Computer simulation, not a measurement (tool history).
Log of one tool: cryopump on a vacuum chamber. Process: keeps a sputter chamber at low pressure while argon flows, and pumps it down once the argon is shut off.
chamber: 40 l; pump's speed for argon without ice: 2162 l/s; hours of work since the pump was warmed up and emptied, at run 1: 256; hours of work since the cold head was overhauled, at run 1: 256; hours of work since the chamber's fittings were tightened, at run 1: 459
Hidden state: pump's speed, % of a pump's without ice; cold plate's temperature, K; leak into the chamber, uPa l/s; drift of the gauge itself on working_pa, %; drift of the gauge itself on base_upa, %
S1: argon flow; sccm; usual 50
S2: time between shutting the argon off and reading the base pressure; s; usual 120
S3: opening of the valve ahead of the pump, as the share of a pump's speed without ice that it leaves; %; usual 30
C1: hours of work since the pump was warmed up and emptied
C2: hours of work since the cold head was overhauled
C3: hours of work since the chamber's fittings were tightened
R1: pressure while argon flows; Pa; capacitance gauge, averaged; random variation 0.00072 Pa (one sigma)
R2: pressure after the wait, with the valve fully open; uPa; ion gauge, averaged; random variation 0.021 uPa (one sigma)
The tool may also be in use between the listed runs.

run 1 hour=0 | S1=50 S2=120 S3=30 | C1=256 C2=256 C3=459 | R1=0.1327 R2=0.62
run 2 hour=41.4 | S1=50 S2=120 S3=30 | C1=279 C2=279 C3=482 | R1=0.1327 R2=0.61
run 3 hour=81.4 | S1=31 S2=120 S3=30 | C1=301 C2=301 C3=504 | R1=0.0828 R2=0.62
run 4 hour=120.2 | S1=50 S2=120 S3=54 | C1=322 C2=322 C3=525 | R1=0.0751 R2=0.64
run 5 hour=163.6 | S1=50 S2=69 S3=30 | C1=346 C2=346 C3=549 | R1=0.1316 R2=0.87
run 6 hour=192.1 | S1=50 S2=69 S3=30 | C1=361 C2=361 C3=564 | R1=0.1337 R2=0.88
run 7 hour=215.1 | S1=50 S2=120 S3=30 | C1=374 C2=374 C3=577 | R1=0.1326 R2=0.61
run 8 hour=232.9 | S1=83 S2=120 S3=30 | C1=384 C2=384 C3=587 | R1=0.2214 R2=0.65
run 9 hour=261.2 | S1=83 S2=120 S3=30 | C1=399 C2=399 C3=602 | R1=0.2206 R2=0.61
run 10 hour=301.3 | S1=50 S2=108 S3=30 | C1=421 C2=421 C3=624 | R1=0.1337 R2=0.68
run 11 hour=322.4 | S1=50 S2=108 S3=30 | C1=433 C2=433 C3=636 | R1=0.1332 R2=0.67
run 12 hour=358.5 | S1=50 S2=120 S3=21 | C1=453 C2=453 C3=656 | R1=0.1918 R2=0.65
run 13 hour=392.1 | S1=50 S2=46 S3=30 | C1=471 C2=471 C3=674 | R1=0.1341 R2=1.21
run 14 hour=429.1 | S1=50 S2=46 S3=30 | C1=491 C2=491 C3=694 | R1=0.1335 R2=1.26
run 15 hour=466.9 | S1=50 S2=46 S3=30 | C1=512 C2=512 C3=715 | R1=0.1334 R2=1.25
run 16 hour=493.7 | S1=50 S2=46 S3=38 | C1=527 C2=527 C3=730 | R1=0.1059 R2=1.22
run 17 hour=526.7 | S1=50 S2=32 S3=30 | C1=545 C2=545 C3=748 | R1=0.1342 R2=1.67
run 18 hour=546.1 | S1=32 S2=31 S3=38 | C1=556 C2=556 C3=759 | R1=0.0677 R2=1.76
run 19 hour=578.6 | S1=32 S2=31 S3=38 | C1=574 C2=574 C3=776 | R1=0.0696 R2=1.75
run 20 hour=610.6 | S1=32 S2=31 S3=38 | C1=591 C2=591 C3=794 | R1=0.0694 R2=1.69
run 21 hour=639.6 | S1=28 S2=181 S3=42 | C1=607 C2=607 C3=810 | R1=0.0541 R2=0.56
run 22 hour=673.6 | S1=67 S2=181 S3=42 | C1=626 C2=626 C3=829 | R1=0.1315 R2=0.57
run 23 hour=699 | S1=63 S2=66 S3=27 | C1=640 C2=640 C3=843 | R1=0.1863 R2=1
run 24 hour=740.3 | S1=63 S2=36 S3=22 | C1=662 C2=662 C3=865 | R1=0.2272 R2=1.6
run 25 hour=780.3 | S1=27 S2=39 S3=38 | C1=684 C2=684 C3=887 | R1=0.0581 R2=1.49
run 26 hour=802.9 | S1=39 S2=120 S3=39 | C1=697 C2=697 C3=900 | R1=0.0827 R2=0.7
run 27 hour=843.7 | S1=77 S2=120 S3=30 | C1=719 C2=719 C3=922 | R1=0.2093 R2=0.73
run 28 hour=868.7 | S1=77 S2=120 S3=30 | C1=733 C2=733 C3=936 | R1=0.2102 R2=0.75
run 29 hour=897.8 | S1=50 S2=171 S3=33 | C1=749 C2=749 C3=952 | R1=0.1249 R2=0.65
run 30 hour=920 | S1=50 S2=171 S3=33 | C1=761 C2=761 C3=964 | R1=0.1242 R2=0.64
run 31 hour=940.9 | S1=50 S2=171 S3=33 | C1=772 C2=772 C3=975 | R1=0.1233 R2=0.64
run 32 hour=984.4 | S1=76 S2=94 S3=21 | C1=796 C2=796 C3=999 | R1=0.292 R2=0.84
run 33 hour=1005.9 | S1=95 S2=220 S3=21 | C1=808 C2=808 C3=1011 | R1=0.3666 R2=0.57

Forecast each of these 3 alternatives for the next run:
run A hour=1034.1 | S1=39 S2=52 S3=32 | C1=823 C2=823 C3=1026 | R1=? R2=?
run B hour=1034.1 | S1=70 S2=225 S3=37 | C1=823 C2=823 C3=1026 | R1=? R2=?
run C hour=1034.1 | S1=22 S2=298 S3=30 | C1=823 C2=823 C3=1026 | R1=? R2=?

run=A R1=0.0995 R2=1.2
run=B R1=0.157 R2=0.59
run=C R1=0.0613 R2=0.54
Without the tool's hidden state the same runs would have given:
run=A R1=0.0945 R2=0.95
run=B R1=0.148 R2=0.34
run=C R1=0.0585 R2=0.29

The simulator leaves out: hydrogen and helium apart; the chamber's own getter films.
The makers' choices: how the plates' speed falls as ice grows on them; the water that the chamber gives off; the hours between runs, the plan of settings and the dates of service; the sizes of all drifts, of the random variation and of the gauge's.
